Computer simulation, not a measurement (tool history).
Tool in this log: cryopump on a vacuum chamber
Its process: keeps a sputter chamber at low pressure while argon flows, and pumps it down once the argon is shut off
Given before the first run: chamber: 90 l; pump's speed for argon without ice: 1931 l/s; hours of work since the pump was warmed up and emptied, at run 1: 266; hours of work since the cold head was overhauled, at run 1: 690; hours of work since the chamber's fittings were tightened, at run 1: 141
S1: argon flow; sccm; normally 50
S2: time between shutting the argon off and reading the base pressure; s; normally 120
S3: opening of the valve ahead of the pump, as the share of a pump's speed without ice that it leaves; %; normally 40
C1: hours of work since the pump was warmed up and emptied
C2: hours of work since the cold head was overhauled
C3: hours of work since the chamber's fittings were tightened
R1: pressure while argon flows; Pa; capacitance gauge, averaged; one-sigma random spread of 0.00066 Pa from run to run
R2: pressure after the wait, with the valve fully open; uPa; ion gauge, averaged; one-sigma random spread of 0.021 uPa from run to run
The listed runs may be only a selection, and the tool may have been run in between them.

| run | hour | S1 | S2 | S3 | C1 | C2 | C3 | R1 | R2 |
|---|---|---|---|---|---|---|---|---|---|
| 1 | 0.0 | 50 | 120 | 40 | 266 | 690 | 141 | 0.1144 | 0.73 |
| 2 | 53.9 | 50 | 120 | 40 | 293 | 717 | 168 | 0.1158 | 0.76 |
| 3 | 84.8 | 57 | 120 | 40 | 308 | 732 | 183 | 0.1319 | 0.76 |
| 4 | 132.1 | 50 | 120 | 40 | 332 | 756 | 206 | 0.1157 | 0.80 |
| 5 | 173.4 | 84 | 120 | 40 | 353 | 776 | 227 | 0.1959 | 0.87 |
| 6 | 200.2 | 84 | 120 | 40 | 366 | 790 | 240 | 0.1948 | 0.92 |
| 7 | 247.4 | 50 | 120 | 28 | 389 | 813 | 264 | 0.1635 | 0.95 |
| 8 | 293.2 | 50 | 120 | 52 | 412 | 836 | 287 | 0.0926 | 1.02 |
|  | 319.5 | pump warmed up, emptied and cooled again |
| 9 | 330.1 | 50 | 120 | 52 | 5 | 852 | 303 | 0.0848 | 0.91 |
| 10 | 354.1 | 50 | 120 | 52 | 17 | 864 | 315 | 0.0853 | 0.92 |
| 11 | 391.5 | 50 | 120 | 52 | 36 | 882 | 333 | 0.0850 | 0.94 |
| 12 | 439.2 | 50 | 120 | 52 | 60 | 906 | 357 | 0.0854 | 1.01 |
| 13 | 484.5 | 50 | 120 | 40 | 82 | 929 | 380 | 0.1128 | 0.99 |
| 14 | 530.0 | 50 | 120 | 40 | 105 | 951 | 402 | 0.1122 | 1.08 |
| 15 | 554.6 | 50 | 120 | 40 | 117 | 964 | 415 | 0.1126 | 1.09 |
| 16 | 587.3 | 50 | 120 | 40 | 133 | 980 | 431 | 0.1107 | 1.14 |
| 17 | 628.5 | 50 | 120 | 40 | 154 | 1001 | 451 | 0.1132 | 1.14 |
| 18 | 656.2 | 42 | 131 | 28 | 168 | 1014 | 465 | 0.1343 | 1.13 |
| 19 | 686.4 | 42 | 131 | 28 | 183 | 1029 | 480 | 0.1363 | 1.18 |
| 20 | 729.7 | 69 | 131 | 28 | 204 | 1051 | 502 | 0.2216 | 1.19 |
| 21 | 754.4 | 84 | 32 | 37 | 217 | 1063 | 514 | 0.2052 | 2.14 |
| 22 | 800.1 | 50 | 90 | 40 | 239 | 1086 | 537 | 0.1146 | 1.39 |
| 23 | 842.2 | 50 | 90 | 15 | 260 | 1107 | 558 | 0.2987 | 1.50 |
| 24 | 876.5 | 50 | 20 | 15 | 278 | 1124 | 575 | 0.2974 | 2.78 |
| 25 | 913.8 | 20 | 256 | 56 | 296 | 1143 | 594 | 0.0331 | 1.29 |
| 26 | 943.3 | 64 | 25 | 15 | 311 | 1157 | 608 | 0.3809 | 2.57 |
| 27 | 986.6 | 34 | 25 | 23 | 332 | 1179 | 630 | 0.1343 | 2.62 |
| 28 | 1041.5 | 96 | 56 | 36 | 360 | 1206 | 657 | 0.2460 | 1.87 |
| 29 | 1065.5 | 96 | 56 | 36 | 372 | 1218 | 669 | 0.2481 | 1.84 |
| 30 | 1110.8 | 96 | 56 | 36 | 394 | 1241 | 692 | 0.2492 | 1.97 |
| 31 | 1138.2 | 96 | 56 | 36 | 408 | 1255 | 705 | 0.2485 | 1.97 |
|  | 1172.0 | pump warmed up, emptied and cooled again |
| 32 | 1178.5 | 26 | 56 | 36 | 3 | 1272 | 723 | 0.0637 | 1.80 |
| 33 | 1216.2 | 28 | 56 | 36 | 22 | 1291 | 742 | 0.0690 | 1.84 |

Here are 4 independent what-if runs from the current tool condition. What would each one return?
| A | 1269.9 | 50 | 26 | 40 | 49 | 1318 | 768 | ? | ? |
| B | 1269.9 | 43 | 216 | 39 | 49 | 1318 | 768 | ? | ? |
| C | 1269.9 | 36 | 88 | 58 | 49 | 1318 | 768 | ? | ? |
| D | 1269.9 | 33 | 120 | 40 | 49 | 1318 | 768 | ? | ? |

| run | R1 | R2 |
|---|---|---|
| A | 0.1115 | 2.66 |
| B | 0.0978 | 1.39 |
| C | 0.0547 | 1.66 |
| D | 0.0730 | 1.59 |
Had the tool no hidden state, the same runs would have come out as:
| run | R1 | R2 |
|---|---|---|
| A | 0.1098 | 1.55 |
| B | 0.0963 | 0.29 |
| C | 0.0534 | 0.56 |
| D | 0.0718 | 0.48 |
